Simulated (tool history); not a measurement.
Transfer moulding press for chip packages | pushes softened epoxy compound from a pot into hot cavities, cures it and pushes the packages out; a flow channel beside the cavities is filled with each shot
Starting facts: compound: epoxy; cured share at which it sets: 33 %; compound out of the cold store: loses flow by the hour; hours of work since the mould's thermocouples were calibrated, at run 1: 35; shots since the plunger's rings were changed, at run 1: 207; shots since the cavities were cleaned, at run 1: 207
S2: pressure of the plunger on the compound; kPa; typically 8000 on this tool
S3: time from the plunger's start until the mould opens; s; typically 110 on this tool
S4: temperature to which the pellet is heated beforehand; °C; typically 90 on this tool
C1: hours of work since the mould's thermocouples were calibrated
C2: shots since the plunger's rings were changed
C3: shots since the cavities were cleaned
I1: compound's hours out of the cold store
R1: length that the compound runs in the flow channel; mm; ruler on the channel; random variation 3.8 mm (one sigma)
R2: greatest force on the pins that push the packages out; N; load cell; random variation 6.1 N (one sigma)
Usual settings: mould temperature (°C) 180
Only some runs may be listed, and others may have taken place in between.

run 1 hour=0.0 | mould_temperature_(°C)=180 S2=8000 S3=110 S4=90 | C1=35 C2=207 C3=207 | I1=25.2 | R1=845 R2=349
-- hour=55.6 cavities cleaned with cleaning compound and waxed
run 2 hour=60.7 | mould_temperature_(°C)=180 S2=8000 S3=110 S4=90 | C1=73 C2=889 C3=58 | I1=41.2 | R1=771 R2=583
run 3 hour=120.5 | mould_temperature_(°C)=180 S2=8000 S3=110 S4=90 | C1=111 C2=1580 C3=749 | I1=40.4 | R1=763 R2=514
-- hour=130.2 cavities cleaned with cleaning compound and waxed
run 4 hour=181.3 | mould_temperature_(°C)=180 S2=8000 S3=110 S4=90 | C1=149 C2=2264 C3=590 | I1=40.1 | R1=764 R2=415
-- hour=205.5 cavities cleaned with cleaning compound and waxed
run 5 hour=216.8 | mould_temperature_(°C)=180 S2=8000 S3=110 S4=90 | C1=171 C2=2656 C3=130 | I1=37.4 | R1=766 R2=308
run 6 hour=270.5 | mould_temperature_(°C)=180 S2=8000 S3=110 S4=90 | C1=206 C2=3276 C3=750 | I1=31.8 | R1=785 R2=432
-- hour=284.0 cavities cleaned with cleaning compound and waxed
run 7 hour=319.9 | mould_temperature_(°C)=180 S2=8000 S3=110 S4=90 | C1=236 C2=3828 C3=414 | I1=36.1 | R1=761 R2=373
-- hour=361.8 cavities cleaned with cleaning compound and waxed
run 8 hour=363.5 | mould_temperature_(°C)=180 S2=8000 S3=110 S4=90 | C1=263 C2=4315 C3=20 | I1=27.1 | R1=785 R2=253
-- hour=411.6 cavities cleaned with cleaning compound and waxed, once more
run 9 hour=424.0 | mould_temperature_(°C)=180 S2=8000 S3=110 S4=90 | C1=301 C2=4995 C3=142 | I1=22.2 | R1=799 R2=317
-- hour=489.6 cavities cleaned with cleaning compound and waxed
run 10 hour=491.6 | mould_temperature_(°C)=180 S2=8000 S3=110 S4=90 | C1=344 C2=5758 C3=23 | I1=24.1 | R1=789 R2=262
-- hour=509.1 plunger's sealing rings changed
run 11 hour=539.9 | mould_temperature_(°C)=180 S2=8000 S3=110 S4=90 | C1=373 C2=356 C3=552 | I1=29.0 | R1=833 R2=429
-- hour=570.6 cavities cleaned with cleaning compound and waxed
run 12 hour=604.1 | mould_temperature_(°C)=180 S2=8000 S3=110 S4=90 | C1=413 C2=1079 C3=387 | I1=26.3 | R1=827 R2=402
-- hour=646.6 cavities cleaned with cleaning compound and waxed
run 13 hour=652.3 | mould_temperature_(°C)=180 S2=8000 S3=99 S4=90 | C1=443 C2=1618 C3=66 | I1=11.6 | R1=891 R2=337
run 14 hour=708.1 | mould_temperature_(°C)=188 S2=8000 S3=134 S4=82 | C1=479 C2=2261 C3=709 | I1=45.4 | R1=724 R2=364
-- hour=723.3 cavities cleaned with cleaning compound and waxed
run 15 hour=774.9 | mould_temperature_(°C)=183 S2=8000 S3=134 S4=88 | C1=521 C2=3015 C3=595 | I1=20.7 | R1=816 R2=360
-- hour=801.8 cavities cleaned with cleaning compound and waxed
run 16 hour=832.6 | mould_temperature_(°C)=184 S2=8000 S3=134 S4=89 | C1=557 C2=3664 C3=356 | I1=43.2 | R1=723 R2=330
run 17 hour=863.2 | mould_temperature_(°C)=184 S2=7290 S3=129 S4=89 | C1=577 C2=4017 C3=709 | I1=21.6 | R1=758 R2=370
-- hour=878.0 cavities cleaned with cleaning compound and waxed
run 18 hour=913.9 | mould_temperature_(°C)=184 S2=7290 S3=129 S4=89 | C1=609 C2=4584 C3=414 | I1=42.5 | R1=689 R2=316
-- hour=953.3 cavities cleaned with cleaning compound and waxed
run 19 hour=953.3 | mould_temperature_(°C)=180 S2=8000 S3=128 S4=99 | C1=633 C2=5022 C3=0 | I1=30.0 | R1=768 R2=209
-- hour=984.5 mould's thermocouples calibrated
run 20 hour=990.7 | mould_temperature_(°C)=186 S2=9200 S3=128 S4=99 | C1=4 C2=5430 C3=408 | I1=9.0 | R1=886 R2=326
-- hour=1031.9 cavities cleaned with cleaning compound and waxed
-- hour=1040.1 plunger's sealing rings changed
run 21 hour=1040.8 | mould_temperature_(°C)=186 S2=6860 S3=131 S4=99 | C1=34 C2=9 C3=74 | I1=38.2 | R1=716 R2=225
run 22 hour=1084.3 | mould_temperature_(°C)=186 S2=9740 S3=94 S4=81 | C1=62 C2=511 C3=576 | I1=44.6 | R1=821 R2=400
-- hour=1113.6 cavities cleaned with cleaning compound and waxed
run 23 hour=1137.5 | mould_temperature_(°C)=186 S2=9740 S3=94 S4=81 | C1=95 C2=1108 C3=276 | I1=38.0 | R1=842 R2=326
run 24 hour=1176.8 | mould_temperature_(°C)=186 S2=9740 S3=94 S4=81 | C1=120 C2=1561 C3=729 | I1=35.7 | R1=846 R2=423
-- hour=1191.5 cavities cleaned with cleaning compound and waxed
run 25 hour=1243.8 | mould_temperature_(°C)=186 S2=9740 S3=94 S4=81 | C1=162 C2=2316 C3=602 | I1=42.1 | R1=820 R2=402
-- hour=1269.4 cavities cleaned with cleaning compound and waxed
run 26 hour=1292.4 | mould_temperature_(°C)=186 S2=9740 S3=94 S4=81 | C1=192 C2=2860 C3=265 | I1=42.9 | R1=805 R2=338

Some steps in R1, run to run, broken into two amounts with sign: the step expected even without the hidden condition (settings, incoming material, random variation), and the rest, left for the hidden condition together with whatever gauge scatter is not in both the measured and the hidden-condition-free result:
Hidden state present: true mould temperature over the reading, C; pressure that reaches the compound, % of what is set; grip of the stained cavities, % over clean ones'; drift of the gauge itself on flow_mm, %; drift of the gauge itself on push_out_n, %.
Run 10 -> 11: plunger's sealing rings changed. R1 +44 mm: hidden state +66, all else -22.
Run 13 -> 14: mould temperature (°C) 180 -> 188, S3 99 -> 134, S4 90 -> 82. R1 -167 mm: hidden state -4, all else -163.
Run 20 -> 21: S2 9200 -> 6860, S3 128 -> 131, cavities cleaned with cleaning compound and waxed, plunger's sealing rings changed. R1 -170 mm: hidden state +75, all else -245.

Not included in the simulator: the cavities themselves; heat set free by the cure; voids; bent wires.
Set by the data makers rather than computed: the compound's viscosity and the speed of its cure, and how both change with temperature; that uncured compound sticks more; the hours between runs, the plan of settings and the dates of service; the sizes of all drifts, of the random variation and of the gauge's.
